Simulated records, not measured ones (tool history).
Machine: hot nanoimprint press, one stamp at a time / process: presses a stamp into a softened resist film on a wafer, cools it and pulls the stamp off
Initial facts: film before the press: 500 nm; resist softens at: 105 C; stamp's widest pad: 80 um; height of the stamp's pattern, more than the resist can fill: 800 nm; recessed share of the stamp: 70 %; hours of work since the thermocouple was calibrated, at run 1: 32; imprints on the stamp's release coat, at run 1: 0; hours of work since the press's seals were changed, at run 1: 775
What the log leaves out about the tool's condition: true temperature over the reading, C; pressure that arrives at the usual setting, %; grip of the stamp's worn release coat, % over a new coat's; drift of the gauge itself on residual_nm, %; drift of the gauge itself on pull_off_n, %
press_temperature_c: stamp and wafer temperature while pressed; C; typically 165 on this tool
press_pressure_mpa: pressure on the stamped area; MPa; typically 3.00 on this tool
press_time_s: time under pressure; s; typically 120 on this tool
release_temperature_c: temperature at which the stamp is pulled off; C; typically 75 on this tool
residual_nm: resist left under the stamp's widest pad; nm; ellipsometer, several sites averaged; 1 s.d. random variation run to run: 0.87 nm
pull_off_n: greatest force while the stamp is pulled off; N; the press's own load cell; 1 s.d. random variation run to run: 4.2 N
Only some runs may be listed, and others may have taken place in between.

| run | day | press_temperature_c | press_pressure_mpa | press_time_s | release_temperature_c | hours of work since the thermocouple was calibrated | imprints on the stamp's release coat | hours of work since the press's seals were changed | residual_nm | pull_off_n |
|---|---|---|---|---|---|---|---|---|---|---|
| 1 | 0.000 | 165 | 3.00 | 120 | 75 | 32 | 0 | 775 | 245.8 | 207 |
| 2 | 1.954 | 165 | 3.00 | 120 | 82 | 54 | 123 | 797 | 243.6 | 177 |
| 3 | 4.158 | 165 | 3.00 | 94 | 75 | 80 | 262 | 823 | 267.2 | 205 |
| 4 | 5.467 | 165 | 3.00 | 120 | 75 | 95 | 344 | 838 | 244.4 | 205 |
| 5 | 7.058 | 165 | 3.00 | 120 | 75 | 113 | 444 | 856 | 243.1 | 206 |
| 6 | 9.742 | 165 | 3.00 | 120 | 75 | 144 | 613 | 887 | 244.9 | 208 |
| 7 | 12.471 | 165 | 3.00 | 120 | 75 | 176 | 785 | 919 | 246.3 | 203 |
| 8 | 14.162 | 165 | 3.00 | 120 | 75 | 195 | 891 | 938 | 245.9 | 210 |
| 9 | 16.733 | 165 | 3.00 | 120 | 75 | 225 | 1053 | 968 | 245.1 | 204 |
| 10 | 17.979 | 165 | 3.00 | 120 | 75 | 239 | 1131 | 983 | 243.3 | 210 |
| 11 | 19.938 | 165 | 3.00 | 120 | 75 | 262 | 1255 | 1005 | 245.1 | 206 |
|  | 21.225 | press's hydraulic seals changed and the load cell set to zero |
|  | 22.221 | stamp cleaned and given a new release coat |
|  | 23.154 | plate thermocouple calibrated |
| 12 | 23.175 | 165 | 3.00 | 120 | 75 | 0 | 52 | 18 | 244.3 | 200 |
| 13 | 25.646 | 165 | 3.00 | 120 | 75 | 29 | 207 | 47 | 244.1 | 200 |
| 14 | 28.138 | 165 | 3.00 | 120 | 75 | 58 | 364 | 76 | 244.2 | 197 |
| 15 | 29.962 | 165 | 3.00 | 120 | 75 | 79 | 479 | 97 | 244.4 | 204 |
| 16 | 31.629 | 161 | 2.53 | 96 | 73 | 98 | 584 | 116 | 321.5 | 216 |
| 17 | 32.954 | 161 | 2.53 | 96 | 73 | 113 | 667 | 131 | 320.8 | 220 |
| 18 | 35.200 | 170 | 2.11 | 77 | 62 | 139 | 809 | 157 | 281.3 | 269 |
| 19 | 37.067 | 170 | 2.11 | 77 | 62 | 161 | 926 | 179 | 281.8 | 260 |
| 20 | 38.462 | 153 | 1.92 | 92 | 80 | 177 | 1014 | 195 | 419.5 | 185 |
| 21 | 40.371 | 169 | 2.51 | 120 | 75 | 199 | 1134 | 217 | 231.4 | 202 |
| 22 | 43.042 | 156 | 2.26 | 160 | 75 | 230 | 1302 | 248 | 337.5 | 192 |
|  | 44.150 | stamp cleaned and given a new release coat |
| 23 | 44.612 | 156 | 2.26 | 160 | 75 | 245 | 29 | 263 | 339.1 | 197 |
| 24 | 47.325 | 156 | 2.26 | 160 | 75 | 277 | 200 | 295 | 335.6 | 208 |
|  | 48.742 | plate thermocouple calibrated |
| 25 | 49.517 | 156 | 2.26 | 160 | 75 | 9 | 330 | 318 | 337.8 | 201 |

Expected results for the next run?
| 26 | 50.633 | 156 | 2.47 | 160 | 77 | 22 | 400 | 331 | ? | ? |

{"run 26": {"residual_nm": 326.2, "pull_off_n": 195}}
Had the tool carried no hidden state, the very same run would have given residual_nm 326.1 nm, pull_off_n 194 N.

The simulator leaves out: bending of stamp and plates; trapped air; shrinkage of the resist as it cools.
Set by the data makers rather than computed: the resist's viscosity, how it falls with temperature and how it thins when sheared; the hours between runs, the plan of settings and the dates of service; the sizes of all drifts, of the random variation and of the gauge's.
